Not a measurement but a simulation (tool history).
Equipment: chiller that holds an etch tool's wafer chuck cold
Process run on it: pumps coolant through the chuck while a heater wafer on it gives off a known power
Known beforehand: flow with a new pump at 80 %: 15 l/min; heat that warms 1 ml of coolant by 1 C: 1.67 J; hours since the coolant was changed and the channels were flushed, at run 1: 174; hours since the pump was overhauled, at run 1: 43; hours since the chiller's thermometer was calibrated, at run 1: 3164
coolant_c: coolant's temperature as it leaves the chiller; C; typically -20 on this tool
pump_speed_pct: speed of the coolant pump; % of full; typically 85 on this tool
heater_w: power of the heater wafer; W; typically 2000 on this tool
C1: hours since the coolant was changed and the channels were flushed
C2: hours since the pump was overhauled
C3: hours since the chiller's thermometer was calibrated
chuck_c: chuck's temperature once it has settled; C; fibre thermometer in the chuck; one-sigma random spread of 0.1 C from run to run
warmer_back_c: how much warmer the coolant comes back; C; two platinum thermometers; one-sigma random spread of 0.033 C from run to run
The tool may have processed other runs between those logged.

run 1 hour=0.0 | coolant_c=-20 pump_speed_pct=85 heater_w=2000 | C1=174 C2=43 C3=3164 | chuck_c=-2.0 warmer_back_c=4.48
run 2 hour=25.9 | coolant_c=-20 pump_speed_pct=85 heater_w=2000 | C1=200 C2=69 C3=3190 | chuck_c=-2.0 warmer_back_c=4.54
run 3 hour=53.1 | coolant_c=-20 pump_speed_pct=85 heater_w=2000 | C1=227 C2=97 C3=3217 | chuck_c=-2.0 warmer_back_c=4.50
run 4 hour=75.0 | coolant_c=-20 pump_speed_pct=85 heater_w=1927 | C1=249 C2=118 C3=3239 | chuck_c=-2.6 warmer_back_c=4.36
run 5 hour=98.0 | coolant_c=-20 pump_speed_pct=85 heater_w=2000 | C1=272 C2=141 C3=3262 | chuck_c=-2.0 warmer_back_c=4.54
run 6 hour=114.3 | coolant_c=-20 pump_speed_pct=85 heater_w=2000 | C1=288 C2=158 C3=3278 | chuck_c=-1.9 warmer_back_c=4.50
run 7 hour=131.5 | coolant_c=-20 pump_speed_pct=85 heater_w=2000 | C1=305 C2=175 C3=3296 | chuck_c=-1.7 warmer_back_c=4.54
run 8 hour=151.6 | coolant_c=-20 pump_speed_pct=85 heater_w=2000 | C1=325 C2=195 C3=3316 | chuck_c=-1.9 warmer_back_c=4.57
run 9 hour=174.6 | coolant_c=-20 pump_speed_pct=85 heater_w=2000 | C1=348 C2=218 C3=3339 | chuck_c=-2.0 warmer_back_c=4.51
run 10 hour=194.0 | coolant_c=-20 pump_speed_pct=85 heater_w=2000 | C1=368 C2=237 C3=3358 | chuck_c=-1.8 warmer_back_c=4.55
run 11 hour=223.4 | coolant_c=-20 pump_speed_pct=85 heater_w=2000 | C1=397 C2=267 C3=3388 | chuck_c=-1.8 warmer_back_c=4.58
run 12 hour=248.4 | coolant_c=-20 pump_speed_pct=85 heater_w=2000 | C1=422 C2=292 C3=3413 | chuck_c=-1.8 warmer_back_c=4.55
run 13 hour=271.2 | coolant_c=-20 pump_speed_pct=85 heater_w=2000 | C1=445 C2=315 C3=3435 | chuck_c=-1.8 warmer_back_c=4.55
run 14 hour=287.6 | coolant_c=-20 pump_speed_pct=85 heater_w=2000 | C1=461 C2=331 C3=3452 | chuck_c=-1.9 warmer_back_c=4.56
run 15 hour=304.0 | coolant_c=-20 pump_speed_pct=85 heater_w=2591 | C1=478 C2=347 C3=3468 | chuck_c=3.5 warmer_back_c=5.89
run 16 hour=320.9 | coolant_c=-20 pump_speed_pct=85 heater_w=2591 | C1=495 C2=364 C3=3485 | chuck_c=3.5 warmer_back_c=5.82
-- hour=336.5 chiller's thermometer calibrated
run 17 hour=350.3 | coolant_c=-20 pump_speed_pct=85 heater_w=2844 | C1=523 C2=393 C3=14 | chuck_c=5.4 warmer_back_c=6.47
run 18 hour=372.7 | coolant_c=-23 pump_speed_pct=84 heater_w=2201 | C1=545 C2=415 C3=36 | chuck_c=-3.0 warmer_back_c=5.07
run 19 hour=399.3 | coolant_c=-23 pump_speed_pct=84 heater_w=2201 | C1=572 C2=442 C3=63 | chuck_c=-3.2 warmer_back_c=5.15
run 20 hour=426.9 | coolant_c=-26 pump_speed_pct=85 heater_w=2000 | C1=600 C2=469 C3=90 | chuck_c=-8.0 warmer_back_c=4.57
run 21 hour=455.5 | coolant_c=-21 pump_speed_pct=75 heater_w=1623 | C1=628 C2=498 C3=119 | chuck_c=-5.2 warmer_back_c=4.15
run 22 hour=468.2 | coolant_c=-13 pump_speed_pct=67 heater_w=1697 | C1=641 C2=511 C3=132 | chuck_c=4.6 warmer_back_c=4.86
run 23 hour=492.7 | coolant_c=-15 pump_speed_pct=80 heater_w=1815 | C1=665 C2=535 C3=156 | chuck_c=1.9 warmer_back_c=4.41
run 24 hour=523.6 | coolant_c=-15 pump_speed_pct=80 heater_w=1815 | C1=696 C2=566 C3=187 | chuck_c=2.1 warmer_back_c=4.40
run 25 hour=545.5 | coolant_c=-18 pump_speed_pct=95 heater_w=2000 | C1=718 C2=588 C3=209 | chuck_c=-1.2 warmer_back_c=4.14

The next listed run, before its measurement:
run 26 hour=570.7 | coolant_c=-21 pump_speed_pct=72 heater_w=1107 | C1=743 C2=613 C3=234 | chuck_c=? warmer_back_c=?

{"run 26": {"chuck_c": -9.9, "warmer_back_c": 2.99}}
Had the tool carried no hidden state, the very same run would have given chuck_c -10.3 C, warmer_back_c 2.95 C.
